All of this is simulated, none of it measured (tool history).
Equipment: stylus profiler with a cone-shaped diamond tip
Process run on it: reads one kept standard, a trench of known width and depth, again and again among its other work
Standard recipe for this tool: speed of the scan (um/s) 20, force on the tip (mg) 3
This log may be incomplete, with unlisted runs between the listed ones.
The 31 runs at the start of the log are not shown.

| run | hour | speed of the scan (um/s) | force on the tip (mg) | scans with this tip | hours of work since the height scale was calibrated | depth of the trench (nm) | width of the trench's floor (nm) |
|---|---|---|---|---|---|---|---|
| 32 | 2163.6 | 18 | 5.5 | 10668 | 1252 | 102.51 | 98500 |
| 33 | 2210.3 | 18 | 5.5 | 10847 | 1273 | 102.61 | 98480 |
| 34 | 2301.5 | 18 | 5.5 | 11197 | 1314 | 102.52 | 98480 |
| 35 | 2386.4 | 73 | 3.16 | 11522 | 1352 | 101.82 | 98180 |
| 36 | 2458.7 | 29 | 1.01 | 11799 | 1384 | 100.61 | 98340 |
| 37 | 2509.6 | 28 | 1.31 | 11994 | 1407 | 100.98 | 98300 |
| 38 | 2587.2 | 9 | 4.89 | 12291 | 1442 | 102.47 | 98530 |
| 39 | 2667.5 | 53 | 3 | 12598 | 1478 | 101.52 | 98280 |
| 40 | 2714.4 | 53 | 3 | 12778 | 1499 | 101.64 | 98300 |
| 41 | 2789.1 | 53 | 4.78 | 13064 | 1533 | 102.44 | 98340 |
| 42 | 2863.4 | 41 | 1.25 | 13349 | 1566 | 100.89 | 98240 |
| 43 | 2937.5 | 53 | 8.33 | 13633 | 1600 | 103.53 | 98400 |
| 44 | 3012 | 36 | 1.08 | 13918 | 1633 | 100.73 | 98290 |
| 45 | 3066.8 | 36 | 1.08 | 14128 | 1658 | 101 | 98190 |
| 46 | 3122.8 | 36 | 1.08 | 14342 | 1683 | 100.79 | 98250 |

Each row is a separate what-if for the run after 46, all from the same tool condition, not one after another. Results?
| A | 3171.9 | 36 | 5.75 | 14530 | 1705 | ? | ? |
| B | 3171.9 | 35 | 5.73 | 14530 | 1705 | ? | ? |
| C | 3171.9 | 58 | 1.29 | 14530 | 1705 | ? | ? |
| D | 3171.9 | 15 | 6.48 | 14530 | 1705 | ? | ? |

| run | depth of the trench (nm) | width of the trench's floor (nm) |
|---|---|---|
| A | 102.68 | 98410 |
| B | 102.48 | 98470 |
| C | 100.89 | 98060 |
| D | 103.11 | 98500 |
Take away the tool's hidden state, keep each run's random variation, and the runs would have read:
| run | depth of the trench (nm) | width of the trench's floor (nm) |
|---|---|---|
| A | 102.73 | 98430 |
| B | 102.53 | 98490 |
| C | 100.94 | 98070 |
| D | 103.16 | 98520 |
